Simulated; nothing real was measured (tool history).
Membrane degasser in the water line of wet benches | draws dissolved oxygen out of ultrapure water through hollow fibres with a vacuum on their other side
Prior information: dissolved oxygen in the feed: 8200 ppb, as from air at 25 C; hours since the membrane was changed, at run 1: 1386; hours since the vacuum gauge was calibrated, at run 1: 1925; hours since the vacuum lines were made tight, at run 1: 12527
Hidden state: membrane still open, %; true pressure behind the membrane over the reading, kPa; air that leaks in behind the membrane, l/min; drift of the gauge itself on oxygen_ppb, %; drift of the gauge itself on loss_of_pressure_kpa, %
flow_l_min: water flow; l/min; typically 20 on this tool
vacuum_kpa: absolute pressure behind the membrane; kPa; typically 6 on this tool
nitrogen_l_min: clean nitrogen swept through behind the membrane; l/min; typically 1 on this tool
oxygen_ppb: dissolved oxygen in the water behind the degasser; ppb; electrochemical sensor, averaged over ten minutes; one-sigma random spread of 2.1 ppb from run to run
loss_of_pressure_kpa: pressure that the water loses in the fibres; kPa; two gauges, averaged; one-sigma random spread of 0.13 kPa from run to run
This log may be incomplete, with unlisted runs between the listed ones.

run	hour	flow_l_min	vacuum_kpa	nitrogen_l_min	hours since the membrane was changed	hours since the vacuum gauge was calibrated	hours since the vacuum lines were made tight	oxygen_ppb	loss_of_pressure_kpa
1	0	20	6	1	1386	1925	12527	201	28.25
2	98.6	16	6	1	1485	2024	12626	133.1	22.38
3	207.4	16	6	1	1594	2132	12735	135.4	22.58
4	327.5	20	4.58	1	1714	2253	12855	144.8	28.19
# hour 339.3: seals of the vacuum lines changed
5	385.5	20	4.39	1	1770	2309	46	137.8	28.47
6	461.2	20	4.39	1	1846	2384	122	138.6	28.32
7	548.8	20	6	1	1933	2472	209	210.9	28.48
8	601	20	6	1	1985	2524	262	207.9	28.43
9	709.5	20	6	1	2094	2633	370	210.2	28.41
10	764	20	6	1	2148	2687	425	203.2	28.36
11	819.3	20	6	1.4	2204	2742	480	175	28.26
12	893.1	20	6	1.4	2277	2816	554	174.4	28.61
13	1001.8	20	6	1.4	2386	2925	663	175.3	28.43
14	1117.8	20	6	1.4	2502	3041	778	176.4	28.43
15	1241.9	20	6	2.91	2626	3165	903	130.9	28.92
16	1330.4	17	6	1	2715	3254	991	149.2	24.27
# hour 1380.3: vacuum gauge calibrated
17	1441	17	6	1	2825	61	1101	147.9	24.44
18	1525.6	15	3.8	0.97	2909	145	1186	47.9	21.5
19	1588.9	15	3.8	0.97	2973	209	1249	47.5	21.49
20	1668.5	31	6.65	2.01	3052	288	1329	445.2	44.28
21	1771.3	30	3.65	2.35	3155	391	1431	317	42.91
22	1877.6	20	6	0.72	3262	497	1538	246.1	28.74
23	2000.2	20	5.5	0.5	3384	620	1660	257.9	28.58
24	2116.8	20	5.5	0.5	3501	736	1777	260.9	28.86
25	2202.8	26	4.13	0.83	3587	823	1863	263.9	37.61
26	2275.4	26	4.13	0.83	3659	895	1936	260.5	37.45
27	2370.9	26	7.78	0.83	3755	991	2031	482.3	37.5
28	2480.3	15	4.74	0.83	3864	1100	2141	88.6	21.8
# hour 2548: gauge calibrated
29	2548	15	4.74	0.83	3932	1168	2208	87.2	21.08
30	2655.9	15	4.74	0.83	4040	1276	2316	88.2	21.01
31	2729.1	15	9.07	0.83	4113	1349	2389	258.2	21.13
32	2820.5	19	13.83	1.22	4204	1440	2481	430.6	27.17
33	2888.1	15	11.6	0.64	4272	1508	2548	438.6	21.19

Predict each of these 3 candidate next runs independently; none follows another, all start after run 33:
A	2948.9	20	5.21	2.19	4333	1569	2609	?	?
B	2948.9	15	9.59	0.64	4333	1569	2609	?	?
C	2948.9	14	5.28	0.64	4333	1569	2609	?	?

run	oxygen_ppb	loss_of_pressure_kpa
A	129.7	28.03
B	343.5	21.1
C	119.1	19.54
The same runs, with their run-to-run variation unchanged, on a tool lacking any hidden condition would have given:
run	oxygen_ppb	loss_of_pressure_kpa
A	129.6	27.91
B	343.4	21.01
C	119.1	19.46
